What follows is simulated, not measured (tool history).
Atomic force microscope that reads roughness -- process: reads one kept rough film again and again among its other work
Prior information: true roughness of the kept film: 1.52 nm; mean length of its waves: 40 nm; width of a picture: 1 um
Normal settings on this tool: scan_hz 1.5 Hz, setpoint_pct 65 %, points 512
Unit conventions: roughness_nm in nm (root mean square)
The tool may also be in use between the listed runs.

run,day,scan_hz,setpoint_pct,points,roughness_nm
1,0,1.5,65,512,1.314
# day 0.362: new tip fitted
2,0.708,2.36,65,512,1.333
3,1.762,1.5,65,309,1.345
4,2.446,1.5,65,309,1.351
5,3.212,1.5,65,309,1.333
6,3.771,1.5,65,309,1.312
7,4.346,1.5,65,512,1.338
# day 4.925: new tip fitted
8,5.033,1.5,65,512,1.385
9,5.571,1.5,65,512,1.378
10,6.488,1.5,65,512,1.362
11,7.512,1.5,65,512,1.347
12,8.317,1.5,65,512,1.337
13,8.988,1.5,65,512,1.318
# day 9.479: new tip fitted
14,9.717,1.5,65,512,1.376
15,10.329,1.5,58,512,1.404
16,10.8,1.5,65,265,1.349
17,11.662,1.5,65,265,1.344
18,12.471,1.5,64,512,1.345
19,13.179,1.5,64,512,1.324
20,13.742,1.5,57,512,1.354
# day 14.05: new tip fitted
21,14.812,1.5,57,512,1.41
22,15.654,1.5,57,512,1.402
23,16.483,1.5,69,512,1.329
24,17.238,1.5,69,512,1.311
25,17.725,1.5,69,512,1.317
# day 18.604: new tip fitted
26,18.671,1.41,65,707,1.388
27,19.417,1.41,65,707,1.39
28,20.05,1.41,65,707,1.363
29,20.642,1.41,65,707,1.363
30,21.596,0.52,65,908,1.398
31,22.104,1.5,82,757,1.219

The next listed run, before its measurement:
32,22.742,1.5,82,757,?

Run 32 gave roughness_nm 1.217 nm (root mean square).
Without the tool's hidden state the same run would have given roughness_nm 1.277 nm (root mean square).
